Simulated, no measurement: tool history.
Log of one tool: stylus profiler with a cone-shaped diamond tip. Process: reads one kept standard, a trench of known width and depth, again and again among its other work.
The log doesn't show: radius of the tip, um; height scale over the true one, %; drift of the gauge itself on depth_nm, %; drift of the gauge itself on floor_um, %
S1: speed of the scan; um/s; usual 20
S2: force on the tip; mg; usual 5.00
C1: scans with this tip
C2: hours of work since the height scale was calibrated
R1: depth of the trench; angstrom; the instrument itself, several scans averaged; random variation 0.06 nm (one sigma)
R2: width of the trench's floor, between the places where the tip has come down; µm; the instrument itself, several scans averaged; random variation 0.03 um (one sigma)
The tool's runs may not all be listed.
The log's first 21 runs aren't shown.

Run 22, hour 477.5: usual settings but S1 9 um/s, S2 7.87 mg; C1 8943; C2 78. Result: R1 2046.2 angstrom, R2 17.39 µm.
Run 23, hour 497.4: usual settings but S1 9 um/s, S2 7.87 mg; C1 9052; C2 91. Result: R1 2046.6 angstrom, R2 17.31 µm.
Run 24, hour 512.1: usual settings but S1 9 um/s, S2 7.87 mg; C1 9133; C2 102. Result: R1 2046.2 angstrom, R2 17.40 µm.
Run 25, hour 533.2: usual settings but S1 24 um/s, S2 10.39 mg; C1 9249; C2 116. Result: R1 2055.7 angstrom, R2 17.30 µm.
Run 26, hour 553.7: usual settings but S1 71 um/s, S2 2.14 mg; C1 9362; C2 130. Result: R1 2018.8 angstrom, R2 17.05 µm.
Run 27, hour 573.7: usual settings but S2 10.59 mg; C1 9472; C2 144. Result: R1 2058.3 angstrom, R2 17.37 µm.
Run 28, hour 597.3: usual settings but S1 8 um/s, S2 7.88 mg; C1 9602; C2 161. Result: R1 2046.9 angstrom, R2 17.42 µm.
Run 29, hour 613.7: usual settings but S1 8 um/s, S2 7.88 mg; C1 9692; C2 172. Result: R1 2047.4 angstrom, R2 17.37 µm.
Run 30, hour 634.6: usual settings but S1 5 um/s, S2 6.25 mg; C1 9807; C2 187. Result: R1 2039.9 angstrom, R2 17.35 µm.
Run 31, hour 664.6: usual settings but S1 6 um/s, S2 6.73 mg; C1 9973; C2 207. Result: R1 2042.9 angstrom, R2 17.36 µm.
Run 32, hour 689.9: usual settings but S1 34 um/s; C1 10111; C2 225. Result: R1 2034.2 angstrom, R2 17.19 µm.
Run 33, hour 720.3: usual settings but S1 57 um/s, S2 9.75 mg; C1 10279; C2 246. Result: R1 2054.6 angstrom, R2 17.23 µm.
Run 34, hour 750.8: usual settings but S1 57 um/s, S2 9.75 mg; C1 10447; C2 267. Result: R1 2054.0 angstrom, R2 17.22 µm.
Run 35, hour 773.5: usual settings but S1 7 um/s, S2 5.34 mg; C1 10572; C2 283. Result: R1 2037.8 angstrom, R2 17.26 µm.
Run 36, hour 789.2: usual settings but S1 7 um/s, S2 5.34 mg; C1 10658; C2 294. Result: R1 2036.2 angstrom, R2 17.30 µm.
Run 37, hour 805.6: usual settings but S1 7 um/s, S2 5.34 mg; C1 10749; C2 305. Result: R1 2037.6 angstrom, R2 17.25 µm.
Run 38, hour 836.7: usual settings but S2 3.59 mg; C1 10920; C2 327. Result: R1 2028.6 angstrom, R2 17.21 µm.
Run 39, hour 856.3: usual settings but S1 9 um/s, S2 10.78 mg; C1 11028; C2 340. Result: R1 2058.2 angstrom, R2 17.23 µm.
Run 40, hour 880.1: usual settings but S1 10 um/s, S2 2.81 mg; C1 11159; C2 357. Result: R1 2024.7 angstrom, R2 17.24 µm.

4 ways to go on from here, each from the tool as it stands after run 40. What would each give?
Run A, hour 907.6: usual settings but S1 6 um/s, S2 2.81 mg; C1 11310; C2 376. Result: R1 ?, R2 ?.
Run B, hour 907.6: usual settings but S1 7 um/s, S2 6.51 mg; C1 11310; C2 376. Result: R1 ?, R2 ?.
Run C, hour 907.6: usual settings but S1 32 um/s, S2 2.03 mg; C1 11310; C2 376. Result: R1 ?, R2 ?.
Run D, hour 907.6: usual settings but S1 49 um/s, S2 4.42 mg; C1 11310; C2 376. Result: R1 ?, R2 ?.

run      R1     R2
  A  2024.8  17.27
  B  2042.7  17.30
  C  2021.0  17.11
  D  2033.6  17.09
Without the tool's hidden state the same runs would have given:
run      R1     R2
  A  2022.9  18.01
  B  2040.8  18.04
  C  2019.0  17.86
  D  2031.6  17.83

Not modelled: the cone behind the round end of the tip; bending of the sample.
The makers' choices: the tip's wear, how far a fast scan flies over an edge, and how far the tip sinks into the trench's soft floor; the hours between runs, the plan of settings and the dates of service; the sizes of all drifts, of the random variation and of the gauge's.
